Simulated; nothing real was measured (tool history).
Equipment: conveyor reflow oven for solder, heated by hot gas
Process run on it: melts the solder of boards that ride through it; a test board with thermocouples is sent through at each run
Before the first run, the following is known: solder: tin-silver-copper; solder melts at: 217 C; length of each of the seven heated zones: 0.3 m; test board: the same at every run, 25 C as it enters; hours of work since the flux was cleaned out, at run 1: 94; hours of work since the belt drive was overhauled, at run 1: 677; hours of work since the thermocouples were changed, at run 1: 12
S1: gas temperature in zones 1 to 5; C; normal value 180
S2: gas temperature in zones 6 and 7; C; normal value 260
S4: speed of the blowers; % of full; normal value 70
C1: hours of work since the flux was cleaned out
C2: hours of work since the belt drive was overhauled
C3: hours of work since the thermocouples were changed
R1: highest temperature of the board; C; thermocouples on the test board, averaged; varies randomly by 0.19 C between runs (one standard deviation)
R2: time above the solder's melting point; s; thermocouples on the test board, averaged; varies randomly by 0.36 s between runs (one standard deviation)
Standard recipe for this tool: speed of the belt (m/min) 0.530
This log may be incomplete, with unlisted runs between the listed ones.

run 1 hour=0.0 | S1=180 S2=260 speed_of_the_belt_(m/min)=0.530 S4=70 | C1=94 C2=677 C3=12 | R1=246.7 R2=49.2
run 2 hour=13.4 | S1=180 S2=260 speed_of_the_belt_(m/min)=0.530 S4=70 | C1=104 C2=687 C3=22 | R1=246.9 R2=49.9
run 3 hour=32.6 | S1=175 S2=260 speed_of_the_belt_(m/min)=0.530 S4=70 | C1=119 C2=702 C3=37 | R1=246.5 R2=47.0
run 4 hour=56.4 | S1=180 S2=260 speed_of_the_belt_(m/min)=0.530 S4=70 | C1=137 C2=720 C3=55 | R1=247.0 R2=50.0
run 5 hour=79.0 | S1=180 S2=260 speed_of_the_belt_(m/min)=0.530 S4=70 | C1=155 C2=737 C3=73 | R1=246.6 R2=49.9
run 6 hour=104.9 | S1=179 S2=262 speed_of_the_belt_(m/min)=0.530 S4=74 | C1=174 C2=757 C3=92 | R1=249.0 R2=50.6
run 7 hour=126.2 | S1=180 S2=260 speed_of_the_belt_(m/min)=0.530 S4=83 | C1=191 C2=774 C3=109 | R1=248.4 R2=51.7
run 8 hour=155.0 | S1=180 S2=260 speed_of_the_belt_(m/min)=0.530 S4=83 | C1=213 C2=796 C3=131 | R1=248.2 R2=50.7
run 9 hour=170.1 | S1=180 S2=266 speed_of_the_belt_(m/min)=0.530 S4=70 | C1=224 C2=807 C3=142 | R1=252.3 R2=53.2

Run 10 has not been measured yet. What should we expect?
-- hour=193.1 flux residue cleaned out of gas plates and filters
run 10 hour=198.8 | S1=187 S2=274 speed_of_the_belt_(m/min)=0.536 S4=51 | C1=4 C2=825 C3=161 | R1=? R2=?

{"run 10": {"R1": 257.3, "R2": 57.1}}
The same run, on a tool lacking any hidden state, would have yielded R1 257.3 C, R2 57.0 s.
